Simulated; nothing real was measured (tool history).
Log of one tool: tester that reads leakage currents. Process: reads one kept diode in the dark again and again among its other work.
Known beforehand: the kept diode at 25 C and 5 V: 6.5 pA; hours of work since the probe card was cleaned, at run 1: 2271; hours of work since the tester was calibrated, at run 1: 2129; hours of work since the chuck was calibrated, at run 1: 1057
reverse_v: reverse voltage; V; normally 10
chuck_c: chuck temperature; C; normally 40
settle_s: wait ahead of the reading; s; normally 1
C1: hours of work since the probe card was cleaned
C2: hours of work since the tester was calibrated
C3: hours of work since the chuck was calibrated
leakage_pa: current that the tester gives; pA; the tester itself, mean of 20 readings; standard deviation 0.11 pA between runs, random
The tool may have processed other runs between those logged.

{"run": 1, "hour": 0.0, "reverse_v": 10, "chuck_c": 40, "settle_s": 1, "C1": 2271, "C2": 2129, "C3": 1057, "leakage_pa": 63.21}
{"run": 2, "hour": 176.9, "reverse_v": 10, "chuck_c": 40, "settle_s": 0.57, "C1": 2383, "C2": 2240, "C3": 1169, "leakage_pa": 67.31}
{"hour": 306.8, "done": "probe card cleaned and baked"}
{"run": 3, "hour": 343.4, "reverse_v": 10, "chuck_c": 40, "settle_s": 1, "C1": 23, "C2": 2344, "C3": 1272, "leakage_pa": 35.92}
{"run": 4, "hour": 508.2, "reverse_v": 10, "chuck_c": 40, "settle_s": 1.19, "C1": 127, "C2": 2448, "C3": 1376, "leakage_pa": 36.51}
{"run": 5, "hour": 587.7, "reverse_v": 10, "chuck_c": 40, "settle_s": 6.27, "C1": 177, "C2": 2498, "C3": 1426, "leakage_pa": 34.88}
{"run": 6, "hour": 773.2, "reverse_v": 10, "chuck_c": 40, "settle_s": 6.27, "C1": 294, "C2": 2615, "C3": 1543, "leakage_pa": 36.44}
{"run": 7, "hour": 951.0, "reverse_v": 10, "chuck_c": 40, "settle_s": 6.27, "C1": 407, "C2": 2727, "C3": 1656, "leakage_pa": 37.88}
{"run": 8, "hour": 1124.5, "reverse_v": 10, "chuck_c": 40, "settle_s": 6.27, "C1": 516, "C2": 2837, "C3": 1765, "leakage_pa": 39.54}
{"run": 9, "hour": 1207.5, "reverse_v": 10, "chuck_c": 40, "settle_s": 6.27, "C1": 568, "C2": 2889, "C3": 1817, "leakage_pa": 39.95}
{"run": 10, "hour": 1362.9, "reverse_v": 10, "chuck_c": 40, "settle_s": 6.27, "C1": 667, "C2": 2987, "C3": 1916, "leakage_pa": 41.2}
{"run": 11, "hour": 1480.9, "reverse_v": 10, "chuck_c": 40, "settle_s": 6.27, "C1": 741, "C2": 3062, "C3": 1990, "leakage_pa": 42.3}
{"hour": 1651.3, "done": "chuck's temperature calibrated"}
{"run": 12, "hour": 1655.2, "reverse_v": 10, "chuck_c": 40, "settle_s": 1, "C1": 850, "C2": 3170, "C3": 2, "leakage_pa": 48.34}
{"run": 13, "hour": 1825.9, "reverse_v": 10, "chuck_c": 40, "settle_s": 1, "C1": 958, "C2": 3278, "C3": 110, "leakage_pa": 49.68}
{"run": 14, "hour": 1993.6, "reverse_v": 10, "chuck_c": 40, "settle_s": 1, "C1": 1063, "C2": 3384, "C3": 216, "leakage_pa": 51.08}
{"run": 15, "hour": 2147.5, "reverse_v": 10, "chuck_c": 40, "settle_s": 1, "C1": 1161, "C2": 3481, "C3": 313, "leakage_pa": 51.91}
{"run": 16, "hour": 2239.0, "reverse_v": 10, "chuck_c": 40, "settle_s": 1, "C1": 1218, "C2": 3539, "C3": 371, "leakage_pa": 52.89}
{"run": 17, "hour": 2376.8, "reverse_v": 9.9, "chuck_c": 54, "settle_s": 8.45, "C1": 1305, "C2": 3626, "C3": 458, "leakage_pa": 119.51}
{"run": 18, "hour": 2481.8, "reverse_v": 10, "chuck_c": 25, "settle_s": 1, "C1": 1372, "C2": 3692, "C3": 524, "leakage_pa": 29.8}
{"hour": 2554.9, "done": "chuck's temperature calibrated, once more"}
{"run": 19, "hour": 2604.8, "reverse_v": 3.8, "chuck_c": 51, "settle_s": 1.57, "C1": 1448, "C2": 3769, "C3": 31, "leakage_pa": 57.96}
{"run": 20, "hour": 2784.9, "reverse_v": 3.8, "chuck_c": 58, "settle_s": 1.57, "C1": 1562, "C2": 3882, "C3": 145, "leakage_pa": 93.16}
{"run": 21, "hour": 2910.7, "reverse_v": 3.8, "chuck_c": 58, "settle_s": 1.57, "C1": 1641, "C2": 3962, "C3": 225, "leakage_pa": 93.97}
{"run": 22, "hour": 3084.9, "reverse_v": 10.3, "chuck_c": 35, "settle_s": 2.07, "C1": 1751, "C2": 4072, "C3": 335, "leakage_pa": 43.61}
{"run": 23, "hour": 3268.4, "reverse_v": 10.3, "chuck_c": 35, "settle_s": 2.07, "C1": 1867, "C2": 4187, "C3": 450, "leakage_pa": 45.32}
{"run": 24, "hour": 3438.8, "reverse_v": 10.3, "chuck_c": 35, "settle_s": 2.07, "C1": 1974, "C2": 4295, "C3": 558, "leakage_pa": 47.08}
{"run": 25, "hour": 3618.9, "reverse_v": 15.4, "chuck_c": 21, "settle_s": 3.28, "C1": 2088, "C2": 4409, "C3": 672, "leakage_pa": 47.16}
{"run": 26, "hour": 3716.6, "reverse_v": 15.4, "chuck_c": 21, "settle_s": 4.52, "C1": 2150, "C2": 4470, "C3": 733, "leakage_pa": 47.61}
{"run": 27, "hour": 3855.2, "reverse_v": 15.4, "chuck_c": 21, "settle_s": 4.52, "C1": 2237, "C2": 4558, "C3": 821, "leakage_pa": 49.75}
{"run": 28, "hour": 4037.8, "reverse_v": 7.1, "chuck_c": 23, "settle_s": 0.52, "C1": 2352, "C2": 4673, "C3": 936, "leakage_pa": 30.92}
{"run": 29, "hour": 4152.0, "reverse_v": 7.1, "chuck_c": 23, "settle_s": 1.16, "C1": 2425, "C2": 4745, "C3": 1008, "leakage_pa": 28.92}
{"hour": 4220.0, "done": "probe card cleaned and baked"}
{"run": 30, "hour": 4239.5, "reverse_v": 7.1, "chuck_c": 23, "settle_s": 1.16, "C1": 12, "C2": 4798, "C3": 1061, "leakage_pa": 8.85}
{"run": 31, "hour": 4384.6, "reverse_v": 2.7, "chuck_c": 42, "settle_s": 0.48, "C1": 104, "C2": 4890, "C3": 1153, "leakage_pa": 25.2}
{"run": 32, "hour": 4488.5, "reverse_v": 10, "chuck_c": 38, "settle_s": 0.3, "C1": 169, "C2": 4956, "C3": 1219, "leakage_pa": 40.7}

Each row is a separate what-if for the run after 32, all from the same tool condition, not one after another. Results?
{"run": "A", "hour": 4605.8, "reverse_v": 1.9, "chuck_c": 56, "settle_s": 1.01, "C1": 243, "C2": 5030, "C3": 1293, "leakage_pa": "?"}
{"run": "B", "hour": 4605.8, "reverse_v": 1.8, "chuck_c": 33, "settle_s": 1.54, "C1": 243, "C2": 5030, "C3": 1293, "leakage_pa": "?"}
{"run": "C", "hour": 4605.8, "reverse_v": 15, "chuck_c": 49, "settle_s": 5, "C1": 243, "C2": 5030, "C3": 1293, "leakage_pa": "?"}
{"run": "D", "hour": 4605.8, "reverse_v": 10, "chuck_c": 43, "settle_s": 2.26, "C1": 243, "C2": 5030, "C3": 1293, "leakage_pa": "?"}
{"run": "E", "hour": 4605.8, "reverse_v": 13.7, "chuck_c": 30, "settle_s": 3.75, "C1": 243, "C2": 5030, "C3": 1293, "leakage_pa": "?"}

run=A leakage_pa=60.73
run=B leakage_pa=10.43
run=C leakage_pa=81.15
run=D leakage_pa=45.21
run=E leakage_pa=20.87
Without the tool's hidden state the same runs would have given:
run=A leakage_pa=57.76
run=B leakage_pa=9.45
run=C leakage_pa=73.63
run=D leakage_pa=40.55
run=E leakage_pa=16.23
